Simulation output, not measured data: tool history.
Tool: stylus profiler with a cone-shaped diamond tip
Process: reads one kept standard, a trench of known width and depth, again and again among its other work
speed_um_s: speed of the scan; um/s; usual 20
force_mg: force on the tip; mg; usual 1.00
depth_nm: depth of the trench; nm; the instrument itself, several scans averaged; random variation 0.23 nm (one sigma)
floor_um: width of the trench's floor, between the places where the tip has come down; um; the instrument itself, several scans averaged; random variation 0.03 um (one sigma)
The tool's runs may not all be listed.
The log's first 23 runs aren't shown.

run,hour,speed_um_s,force_mg,scans with this tip,hours of work since the height scale was calibrated,depth_nm,floor_um
24,763.1,10,1.00,9824,1265,1006.19,11.85
25,791.5,10,1.00,9988,1286,1005.63,11.77
26,833.3,10,1.00,10229,1318,1005.87,11.75
27,864.6,47,0.63,10409,1341,1003.18,11.26
28,890.4,47,0.63,10558,1360,1003.14,11.17
29,929.3,12,0.80,10782,1389,1004.24,11.53
30,952.1,54,0.49,10914,1406,1001.81,10.98
31,999.2,16,2.77,11185,1441,1014.53,11.63
32,1045.3,62,1.62,11451,1475,1008.97,11.15
# hour 1077.1: height scale calibrated on a step standard
33,1082.7,62,1.62,11664,4,1012.52,11.09
34,1117.3,31,2.41,11863,30,1016.30,11.36
35,1138.3,42,2.18,11984,45,1015.57,11.24
36,1158.2,7,1.00,12099,60,1008.00,11.44
37,1186.5,5,1.19,12262,81,1010.17,11.49
38,1217.6,5,1.19,12441,104,1009.34,11.48
39,1245.0,5,1.19,12600,125,1010.02,11.39
40,1292.8,13,0.54,12875,160,1005.09,11.27
41,1340.6,13,0.54,13150,196,1005.25,11.23
42,1361.3,18,0.45,13270,211,1004.05,11.07

The next listed run, before its measurement:
43,1382.8,20,1.24,13394,227,?,?

Run 43 gave depth_nm 1009.45 nm, floor_um 11.14 um.
Without the tool's hidden state the same run would have given depth_nm 1010.55 nm, floor_um 13.80 um.
